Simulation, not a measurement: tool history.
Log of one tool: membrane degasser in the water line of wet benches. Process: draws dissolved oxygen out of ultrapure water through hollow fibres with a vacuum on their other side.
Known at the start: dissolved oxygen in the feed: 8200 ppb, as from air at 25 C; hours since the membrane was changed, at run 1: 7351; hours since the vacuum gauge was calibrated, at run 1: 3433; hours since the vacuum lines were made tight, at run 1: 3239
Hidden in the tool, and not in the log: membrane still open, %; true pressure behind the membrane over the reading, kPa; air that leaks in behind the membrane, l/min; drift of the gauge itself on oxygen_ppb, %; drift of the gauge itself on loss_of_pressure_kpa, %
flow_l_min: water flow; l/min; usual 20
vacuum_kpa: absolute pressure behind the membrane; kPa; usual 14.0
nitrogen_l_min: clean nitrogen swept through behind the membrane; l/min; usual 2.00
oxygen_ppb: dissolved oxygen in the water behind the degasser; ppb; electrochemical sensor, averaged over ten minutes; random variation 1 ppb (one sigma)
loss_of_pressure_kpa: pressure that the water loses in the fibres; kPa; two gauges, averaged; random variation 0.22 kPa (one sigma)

run	hour	flow_l_min	vacuum_kpa	nitrogen_l_min	hours since the membrane was changed	hours since the vacuum gauge was calibrated	hours since the vacuum lines were made tight	oxygen_ppb	loss_of_pressure_kpa
1	0.0	20	14.0	2.00	7351	3433	3239	259.9	56.17
2	202.4	20	14.0	2.00	7554	3635	3442	259.9	56.46
3	308.0	15	14.0	2.00	7659	3741	3547	196.4	42.25
4	511.1	20	10.0	2.00	7862	3944	3750	170.0	56.50
5	603.1	20	14.0	2.59	7954	4036	3843	207.0	56.47
6	710.7	20	14.0	2.59	8062	4143	3950	207.1	56.74
7	810.7	20	14.0	2.59	8162	4243	4050	207.8	56.51
8	1008.0	20	14.0	2.59	8359	4441	4247	208.0	56.54
9	1119.5	20	14.0	2.59	8471	4552	4359	208.6	56.50
10	1242.7	20	14.0	2.59	8594	4675	4482	207.6	56.55
11	1330.5	28	16.5	3.14	8682	4763	4570	298.2	79.05
12	1533.7	25	9.3	2.40	8885	4966	4773	166.6	70.91
13	1721.9	25	9.3	2.40	9073	5155	4961	167.5	70.71
14	1886.3	22	9.3	3.49	9238	5319	5126	105.6	62.29
15	2073.3	22	9.3	3.49	9425	5506	5313	106.6	62.49
16	2231.7	22	9.3	3.49	9583	5664	5471	106.2	62.37
17	2353.2	18	32.7	2.12	9704	5786	5593	576.9	51.30
18	2542.2	20	13.1	4.74	9894	5975	5782	111.5	57.26
19	2636.9	20	13.1	4.74	9988	6070	5876	112.6	57.14

Hidden state or all else? Some run-to-run changes of oxygen_ppb, split into what the settings, what came in and random variation would give without the hidden state, and what is left for the hidden state (with any gauge scatter that isn't in both results):
Run 16 -> 17: flow_l_min 22 -> 18, vacuum_kpa 9.3 -> 32.7, nitrogen_l_min 3.49 -> 2.12. oxygen_ppb +470.7 ppb: hidden state +8.3, all else +462.4.
Run 17 -> 18: flow_l_min 18 -> 20, vacuum_kpa 32.7 -> 13.1, nitrogen_l_min 2.12 -> 4.74. oxygen_ppb -465.4 ppb: hidden state -9.2, all else -456.2.

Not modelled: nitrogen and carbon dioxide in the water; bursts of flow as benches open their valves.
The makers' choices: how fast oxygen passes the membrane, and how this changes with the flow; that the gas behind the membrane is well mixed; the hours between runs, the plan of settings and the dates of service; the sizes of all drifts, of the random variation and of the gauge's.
